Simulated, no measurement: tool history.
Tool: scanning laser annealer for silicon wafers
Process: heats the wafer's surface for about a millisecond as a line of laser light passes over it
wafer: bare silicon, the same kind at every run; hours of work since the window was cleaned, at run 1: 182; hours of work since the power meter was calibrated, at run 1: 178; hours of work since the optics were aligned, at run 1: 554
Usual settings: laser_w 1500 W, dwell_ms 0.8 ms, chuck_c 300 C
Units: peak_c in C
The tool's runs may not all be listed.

| run | hour | laser_w | dwell_ms | chuck_c | hours of work since the window was cleaned | hours of work since the power meter was calibrated | hours of work since the optics were aligned | peak_c |
|---|---|---|---|---|---|---|---|---|
| 1 | 0 | 1500 | 0.8 | 300 | 182 | 178 | 554 | 1118 |
| 2 | 9.1 | 1500 | 0.8 | 328 | 188 | 184 | 560 | 1141 |
| 3 | 19.4 | 1500 | 0.8 | 328 | 194 | 190 | 566 | 1141 |
| 4 | 25.4 | 1500 | 0.8 | 328 | 198 | 194 | 570 | 1141 |
| 5 | 30.6 | 1500 | 0.8 | 300 | 202 | 198 | 573 | 1114 |
| 6 | 36.6 | 1500 | 0.8 | 300 | 206 | 201 | 577 | 1116 |
| 7 | 45.8 | 1500 | 0.8 | 300 | 211 | 207 | 583 | 1115 |
| 8 | 55.3 | 1500 | 0.8 | 300 | 218 | 213 | 589 | 1111 |
| 9 | 65.6 | 1500 | 0.8 | 300 | 224 | 220 | 596 | 1110 |
| 10 | 73.1 | 1500 | 0.8 | 300 | 229 | 225 | 601 | 1110 |
| 11 | 82.6 | 1500 | 0.8 | 300 | 235 | 231 | 607 | 1112 |
| 12 | 92.3 | 1500 | 0.8 | 300 | 241 | 237 | 613 | 1110 |
| 13 | 104.3 | 1500 | 0.8 | 300 | 249 | 245 | 621 | 1111 |
| 14 | 116.8 | 1440 | 0.8 | 300 | 257 | 253 | 629 | 1071 |
| 15 | 122.6 | 1500 | 0.8 | 300 | 261 | 257 | 633 | 1110 |
| 16 | 134 | 1500 | 0.8 | 300 | 268 | 264 | 640 | 1108 |
| 17 | 143.8 | 1500 | 0.8 | 300 | 275 | 270 | 646 | 1108 |
| 18 | 152.2 | 1500 | 0.8 | 300 | 280 | 276 | 652 | 1108 |
| 19 | 157.8 | 1500 | 0.8 | 300 | 284 | 280 | 655 | 1106 |
| 20 | 165 | 1500 | 0.8 | 300 | 288 | 284 | 660 | 1106 |
| 21 | 171.9 | 1500 | 0.8 | 300 | 293 | 289 | 664 | 1106 |
|  | 175.4 | laser's power meter calibrated |
| 22 | 183.7 | 1500 | 0.595 | 300 | 298 | 5 | 670 | 1000 |
| 23 | 192.2 | 1324 | 0.934 | 281 | 304 | 11 | 676 | 1024 |
| 24 | 197.8 | 1324 | 0.934 | 281 | 307 | 14 | 679 | 1028 |
|  | 208 | window over the wafer cleaned |
| 25 | 208.6 | 1324 | 0.934 | 281 | 0 | 20 | 685 | 1047 |
|  | 212.3 | laser's power meter calibrated, once more |
| 26 | 222.7 | 1350 | 0.8 | 296 | 8 | 7 | 692 | 1023 |
| 27 | 233.7 | 1385 | 0.8 | 318 | 15 | 14 | 699 | 1068 |
| 28 | 242 | 1385 | 0.8 | 318 | 20 | 19 | 704 | 1070 |
| 29 | 251.3 | 1322 | 0.8 | 283 | 26 | 25 | 710 | 991 |
| 30 | 263.2 | 1322 | 0.8 | 283 | 34 | 33 | 718 | 989 |
| 31 | 273.9 | 1535 | 0.8 | 300 | 41 | 40 | 725 | 1145 |
| 32 | 286.3 | 1461 | 0.892 | 286 | 49 | 48 | 733 | 1127 |
| 33 | 293.8 | 1461 | 0.892 | 286 | 53 | 53 | 738 | 1129 |
| 34 | 303.3 | 1454 | 0.693 | 305 | 60 | 59 | 744 | 1042 |
| 35 | 311 | 1485 | 0.603 | 277 | 64 | 64 | 749 | 983 |
| 36 | 321.1 | 1485 | 0.603 | 336 | 71 | 70 | 755 | 1044 |
| 37 | 329.3 | 1419 | 0.702 | 298 | 76 | 75 | 761 | 1019 |
| 38 | 334.8 | 1419 | 0.702 | 298 | 80 | 79 | 764 | 1016 |
| 39 | 347 | 1419 | 0.702 | 298 | 88 | 87 | 772 | 1012 |
| 40 | 356.9 | 1500 | 0.8 | 280 | 94 | 93 | 779 | 1103 |
| 41 | 369.1 | 1464 | 0.935 | 266 | 102 | 101 | 786 | 1129 |

Hidden state or all else? Some run-to-run changes of peak_c, split into what the settings, what came in and random variation would give without the hidden state, and what is left for the hidden state (with any gauge scatter that isn't in both results):
The hidden state here: light that passes the window, % of a clean one's; laser's true power over the reading, %; width of the line over the set one, %; drift of the gauge itself on peak_c, C.
Run 21 -> 22: dwell_ms 0.8 -> 0.595, laser's power meter calibrated. peak_c -106 C: hidden state +5, all else -111.
Run 22 -> 23: laser_w 1500 -> 1324, dwell_ms 0.595 -> 0.934, chuck_c 300 -> 281. peak_c +24 C: hidden state -3, all else +27.
Run 24 -> 25: window over the wafer cleaned. peak_c +19 C: hidden state +22, all else -3.
Run 30 -> 31: laser_w 1322 -> 1535, chuck_c 283 -> 300. peak_c +156 C: hidden state -3, all else +159.
Run 39 -> 40: laser_w 1419 -> 1500, dwell_ms 0.702 -> 0.8, chuck_c 298 -> 280. peak_c +91 C: hidden state -3, all else +94.
